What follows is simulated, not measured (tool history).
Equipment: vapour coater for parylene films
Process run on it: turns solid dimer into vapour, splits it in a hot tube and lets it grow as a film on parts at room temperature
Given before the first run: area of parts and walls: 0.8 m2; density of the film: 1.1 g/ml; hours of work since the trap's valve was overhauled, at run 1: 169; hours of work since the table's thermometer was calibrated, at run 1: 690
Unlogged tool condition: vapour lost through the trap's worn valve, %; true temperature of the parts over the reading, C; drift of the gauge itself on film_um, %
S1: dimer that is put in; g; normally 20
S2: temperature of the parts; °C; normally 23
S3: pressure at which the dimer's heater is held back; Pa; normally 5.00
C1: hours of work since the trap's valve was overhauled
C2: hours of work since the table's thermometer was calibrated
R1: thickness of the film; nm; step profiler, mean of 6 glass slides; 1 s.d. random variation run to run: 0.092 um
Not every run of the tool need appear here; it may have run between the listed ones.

run	day	S1	S2	S3	C1	C2	R1
1	0.000	20	23	5.00	169	690	16250
2	1.812	20	23	5.00	188	710	16300
3	3.704	20	23	5.00	208	730	16230
4	4.838	20	30	5.00	220	742	12870
5	7.204	20	30	5.00	246	767	12910
6	9.638	20	30	5.00	271	793	12690
7	11.896	10	23	5.00	296	817	7980
8	14.146	10	23	5.00	319	841	7980
9	16.258	10	23	5.00	342	863	7940
10	18.062	10	23	5.00	361	883	8060
11	20.771	10	23	5.00	390	912	7980
12	22.279	10	23	5.00	406	928	7980
13	24.129	10	29	5.00	426	947	6470
14	25.633	10	29	5.00	442	963	6470
15	27.746	10	29	5.00	464	986	6520
# day 28.079: trap's valve overhauled
16	29.179	10	29	5.00	12	999	6340
17	31.058	10	29	2.61	32	1019	7320
18	32.846	19	23	5.00	51	1038	14530
19	34.175	19	23	5.00	65	1053	14730
20	35.854	19	23	5.00	83	1070	14790
# day 36.233: trap's valve overhauled, once more
21	37.708	20	23	5.00	16	1088	16380
22	40.358	20	23	5.00	44	1117	16270
23	41.600	20	23	5.00	57	1130	16360
24	43.146	20	23	7.55	74	1146	14970
25	45.154	20	23	7.55	95	1168	14820
26	46.842	35	23	7.55	113	1186	26040
27	48.562	35	23	7.55	131	1204	25940
28	50.225	21	35	4.47	149	1222	11610
29	52.033	21	35	4.47	168	1241	11660
30	53.858	21	35	4.47	188	1261	11690
31	56.400	20	21	3.64	215	1288	18650
32	57.979	15	24	5.00	232	1304	11850
33	60.379	15	24	5.00	257	1330	11760
34	61.496	21	23	8.55	269	1342	14850
35	62.946	12	29	5.39	285	1357	7730
# day 63.767: table's thermometer calibrated
36	64.921	10	20	8.04	305	12	7850
37	67.521	10	20	8.04	333	40	7820
38	69.875	10	20	8.04	358	65	7900
39	70.988	18	16	2.15	370	77	19090
40	72.538	18	16	2.15	386	93	19130
41	73.946	18	16	2.15	401	108	19200
42	76.604	35	23	5.00	430	137	27520
43	78.458	35	23	5.00	449	157	27250
44	80.129	35	20	5.00	467	174	30150
45	82.842	20	18	4.81	496	203	18900
46	85.446	20	18	4.81	524	231	18620
47	87.571	10	30	3.19	547	254	6830

What would each run have given without the hidden state, its run-to-run variation left as it was?
run	R1
1	16300
2	16380
3	16340
4	12970
5	13030
6	12830
7	8080
8	8100
9	8070
10	8210
11	8140
12	8160
13	6620
14	6630
15	6700
16	6670
17	7710
18	15330
19	15560
20	15630
21	16230
22	16160
23	16270
24	14900
25	14780
26	26000
27	25930
28	11620
29	11700
30	11740
31	18760
32	11930
33	11870
34	15000
35	7810
36	8070
37	8050
38	8150
39	19830
40	19910
41	20010
42	28560
43	28330
44	31380
45	19720
46	19470
47	7150
